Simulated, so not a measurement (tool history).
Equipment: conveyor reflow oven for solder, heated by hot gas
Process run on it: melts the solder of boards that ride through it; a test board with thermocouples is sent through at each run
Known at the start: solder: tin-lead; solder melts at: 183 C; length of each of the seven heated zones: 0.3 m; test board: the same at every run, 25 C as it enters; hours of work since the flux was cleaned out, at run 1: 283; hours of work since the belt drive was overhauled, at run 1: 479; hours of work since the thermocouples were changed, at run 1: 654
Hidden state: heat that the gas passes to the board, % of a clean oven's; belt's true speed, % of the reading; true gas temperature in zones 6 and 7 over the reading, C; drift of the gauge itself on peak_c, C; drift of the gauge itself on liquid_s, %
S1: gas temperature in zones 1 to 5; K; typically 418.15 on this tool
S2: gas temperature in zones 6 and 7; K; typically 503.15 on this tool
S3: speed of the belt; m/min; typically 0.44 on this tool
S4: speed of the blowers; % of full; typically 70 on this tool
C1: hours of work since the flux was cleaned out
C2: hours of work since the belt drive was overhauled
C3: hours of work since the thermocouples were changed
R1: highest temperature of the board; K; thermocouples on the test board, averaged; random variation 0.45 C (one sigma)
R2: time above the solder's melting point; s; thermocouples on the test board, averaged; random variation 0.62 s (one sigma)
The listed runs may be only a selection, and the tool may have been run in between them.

run,day,S1,S2,S3,S4,C1,C2,C3,R1,R2
1,0,418.15,503.15,0.44,70,283,479,654,487.55,62.2
2,2.304,418.15,503.15,0.44,70,305,502,677,487.85,61.9
# day 5.2: flux residue cleaned out of gas plates and filters
3,5.2,418.15,503.15,0.44,70,0,528,703,488.45,63.2
4,7.721,418.15,503.15,0.44,70,25,553,727,488.35,62
5,10.917,418.15,503.15,0.44,70,56,584,759,488.85,63
6,13.679,418.15,503.15,0.44,70,83,611,786,488.85,64
7,16.042,418.15,503.15,0.44,70,106,634,809,490.05,63.4
8,17.55,418.15,503.15,0.44,70,120,649,823,489.35,63.6
9,20.625,418.15,503.15,0.44,70,150,679,853,489.75,63.9
10,22.075,418.15,507.15,0.44,70,165,693,867,492.45,65.7
11,24.271,418.15,501.15,0.44,70,186,714,889,487.55,61.2
12,27.179,418.15,501.15,0.44,70,214,742,917,486.95,60.8
13,29.6,418.15,501.15,0.44,70,238,766,941,486.75,60.4
14,31.842,418.15,517.15,0.44,70,260,788,963,501.05,72
15,34.812,418.15,517.15,0.44,70,289,817,992,501.65,72.4
16,36.654,418.15,503.15,0.357,70,307,835,1010,495.25,85.2
17,38.538,418.15,514.15,0.44,87,325,853,1028,501.25,71.4
# day 39.317: flux residue cleaned out of gas plates and filters
18,40.467,420.15,516.15,0.431,59,11,870,1045,500.05,74.1
19,42.25,425.15,506.15,0.44,70,29,887,1062,494.85,70.8
20,44.938,411.15,503.15,0.44,70,55,914,1088,489.65,59.5
21,47.162,418.15,496.15,0.351,70,77,935,1110,489.35,82.7
22,48.596,419.15,492.15,0.406,85,91,949,1124,485.85,67.6
23,50.696,423.15,501.15,0.351,70,111,970,1145,495.55,90.7
24,52.658,411.15,506.15,0.516,71,130,989,1164,485.95,49.3
25,54.621,417.15,510.15,0.405,75,149,1008,1183,499.15,77.4
26,56.858,417.15,510.15,0.405,75,171,1030,1205,499.65,77
27,60.196,417.15,510.15,0.405,75,204,1063,1237,498.75,76.3
28,61.65,422.15,510.15,0.371,75,218,1077,1252,502.85,90.2
29,63.204,422.15,500.15,0.371,75,233,1092,1267,494.35,82.2
30,66.329,418.15,503.15,0.419,54,264,1122,1297,487.95,65.2
31,69.304,419.15,493.15,0.391,70,293,1151,1326,485.25,69

Selected run-to-run steps in R1, each split into two signed amounts: the part the tool would show with no hidden state at all (from settings, incoming material and random variation), and the remainder, which goes to the hidden state together with any gauge scatter not common to the measured and the hidden-state-free results:
Run 2 -> 3: flux residue cleaned out of gas plates and filters. R1 +0.6 K: hidden state +1.8, all else -1.2.
Run 13 -> 14: S2 501.15 -> 517.15. R1 +14.3 K: hidden state -0.1, all else +14.4.
Run 17 -> 18: S1 418.15 -> 420.15, S2 514.15 -> 516.15, S3 0.44 -> 0.431, S4 87 -> 59, flux residue cleaned out of gas plates and filters. R1 -1.2 K: hidden state +1.8, all else -3.
Run 22 -> 23: S1 419.15 -> 423.15, S2 492.15 -> 501.15, S3 0.406 -> 0.351, S4 85 -> 70. R1 +9.7 K: hidden state +0.1, all else +9.6.
Run 23 -> 24: S1 423.15 -> 411.15, S2 501.15 -> 506.15, S3 0.351 -> 0.516, S4 70 -> 71. R1 -9.6 K: hidden state -0.8, all else -8.8.
Run 24 -> 25: S1 411.15 -> 417.15, S2 506.15 -> 510.15, S3 0.516 -> 0.405, S4 71 -> 75. R1 +13.2 K: hidden state +0.5, all else +12.7.
